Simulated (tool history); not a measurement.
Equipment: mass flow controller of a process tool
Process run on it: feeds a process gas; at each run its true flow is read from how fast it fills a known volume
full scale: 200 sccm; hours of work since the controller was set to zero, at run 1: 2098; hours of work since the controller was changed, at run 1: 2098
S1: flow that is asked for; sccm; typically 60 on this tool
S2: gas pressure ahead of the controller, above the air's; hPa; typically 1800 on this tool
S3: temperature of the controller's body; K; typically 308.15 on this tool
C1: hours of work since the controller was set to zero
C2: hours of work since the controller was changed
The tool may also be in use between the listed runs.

{"run": 1, "hour": 0.0, "S1": 60, "S2": 1800, "S3": 308.15, "C1": 2098, "C2": 2098, "true flow (%)": 98.38}
{"run": 2, "hour": 162.8, "S1": 60, "S2": 1800, "S3": 296.15, "C1": 2211, "C2": 2211, "true flow (%)": 99.77}
{"run": 3, "hour": 296.8, "S1": 60, "S2": 1800, "S3": 304.15, "C1": 2304, "C2": 2304, "true flow (%)": 98.98}
{"run": 4, "hour": 535.5, "S1": 30, "S2": 1800, "S3": 308.15, "C1": 2470, "C2": 2470, "true flow (%)": 99.32}
{"run": 5, "hour": 731.4, "S1": 30, "S2": 1800, "S3": 308.15, "C1": 2607, "C2": 2607, "true flow (%)": 99.53}
{"run": 6, "hour": 923.7, "S1": 60, "S2": 1800, "S3": 298.15, "C1": 2740, "C2": 2740, "true flow (%)": 99.98}
{"run": 7, "hour": 1041.2, "S1": 128, "S2": 1800, "S3": 308.15, "C1": 2822, "C2": 2822, "true flow (%)": 99.31}
{"run": 8, "hour": 1233.5, "S1": 60, "S2": 1800, "S3": 308.15, "C1": 2956, "C2": 2956, "true flow (%)": 99}
{"run": 9, "hour": 1460.6, "S1": 20, "S2": 2480, "S3": 298.15, "C1": 3114, "C2": 3114, "true flow (%)": 102.4}
{"run": 10, "hour": 1650.8, "S1": 20, "S2": 2480, "S3": 298.15, "C1": 3246, "C2": 3246, "true flow (%)": 102.66}
{"run": 11, "hour": 1777.7, "S1": 20, "S2": 2480, "S3": 298.15, "C1": 3335, "C2": 3335, "true flow (%)": 102.87}
{"run": 12, "hour": 1975.3, "S1": 20, "S2": 2480, "S3": 298.15, "C1": 3472, "C2": 3472, "true flow (%)": 103.16}
{"run": 13, "hour": 2167.5, "S1": 20, "S2": 2480, "S3": 298.15, "C1": 3606, "C2": 3606, "true flow (%)": 103.31}
{"run": 14, "hour": 2356.5, "S1": 161, "S2": 2680, "S3": 313.15, "C1": 3737, "C2": 3737, "true flow (%)": 99.3}
{"run": 15, "hour": 2522.5, "S1": 161, "S2": 2680, "S3": 313.15, "C1": 3853, "C2": 3853, "true flow (%)": 99.45}
{"run": 16, "hour": 2738.6, "S1": 197, "S2": 1800, "S3": 307.15, "C1": 4003, "C2": 4003, "true flow (%)": 100.86}

Branching from run 16: 3 alternative next runs. What would each branch give?
{"run": "A", "hour": 2859.4, "S1": 60, "S2": 1920, "S3": 297.15, "C1": 4087, "C2": 4087, "true flow (%)": "?"}
{"run": "B", "hour": 2859.4, "S1": 78, "S2": 1800, "S3": 307.15, "C1": 4087, "C2": 4087, "true flow (%)": "?"}
{"run": "C", "hour": 2859.4, "S1": 25, "S2": 1800, "S3": 308.15, "C1": 4087, "C2": 4087, "true flow (%)": "?"}

run=A true_flow_(%)=101.08
run=B true_flow_(%)=99.83
run=C true_flow_(%)=102
Had the tool no hidden state, the same runs would have come out as:
run=A true_flow_(%)=97.81
run=B true_flow_(%)=97
run=C true_flow_(%)=96
